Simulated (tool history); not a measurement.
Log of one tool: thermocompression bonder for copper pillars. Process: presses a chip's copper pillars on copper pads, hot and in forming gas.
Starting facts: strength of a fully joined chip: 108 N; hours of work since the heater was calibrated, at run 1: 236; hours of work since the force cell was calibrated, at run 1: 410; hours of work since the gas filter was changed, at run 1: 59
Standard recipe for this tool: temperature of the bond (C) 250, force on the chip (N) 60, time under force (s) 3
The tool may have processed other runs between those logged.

run   hour  temperature of the bond (C)  force on the chip (N)  time under force (s)  hours of work since the heater was calibrated  hours of work since the force cell was calibrated  hours of work since the gas filter was changed  force that shears a chip off (N)
  1      0                          250                     60                     3                                            236                                                410                                              59                              71.6
  2   15.5                          278                     60                     3                                            245                                                419                                              68                              86.5
  3   41.5                          278                     60                     3                                            260                                                435                                              84                              86.9
  4   72.3                          278                     60                     3                                            279                                                453                                             102                              86.1
  5   91.6                          278                     60                     3                                            290                                                464                                             113                              85.8
  6  109.5                          278                     60                     3                                            301                                                475                                             124                              83.8
       113  -- force cell calibrated
  7  142.2                          250                     60                     3                                            319                                                 17                                             142                              67.3
  8  166.1                          250                     60                     3                                            333                                                 31                                             156                              66.5
  9  182.4                          250                     60                     3                                            343                                                 41                                             166                              65.7
 10  196.5                          253                     60                     3                                            351                                                 49                                             174                                66
 11  224.1                          250                     82                     2                                            368                                                 66                                             191                              71.4
 12  237.6                          250                     82                     2                                            376                                                 74                                             199                              72.8
     242.5  -- forming gas filter changed
 13  252.1                          250                     67                     5                                            384                                                 82                                               6                              85.8
     256.2  -- force cell calibrated, once more
 14  279.6                          228                     60                     5                                            399                                                 14                                              21                              67.8

Branching from run 14: 5 alternative next runs. What would each branch give?
  A  304.2                          257                     58                     5                                            414                                                 28                                              36                                 ?
  B  304.2                          250                     49                     8                                            414                                                 28                                              36                                 ?
  C  304.2                          259                     60                     5                                            414                                                 28                                              36                                 ?
  D  304.2                          276                     41                     5                                            414                                                 28                                              36                                 ?
  E  304.2                          222                     38                     7                                            414                                                 28                                              36                                 ?

run  force that shears a chip off (N)
  A                                84
  B                              80.5
  C                                88
  D                              79.2
  E                              47.8
Had the tool no hidden state, the same runs would have come out as:
run  force that shears a chip off (N)
  A                              87.6
  B                              84.1
  C                              91.6
  D                              82.8
  E                                51

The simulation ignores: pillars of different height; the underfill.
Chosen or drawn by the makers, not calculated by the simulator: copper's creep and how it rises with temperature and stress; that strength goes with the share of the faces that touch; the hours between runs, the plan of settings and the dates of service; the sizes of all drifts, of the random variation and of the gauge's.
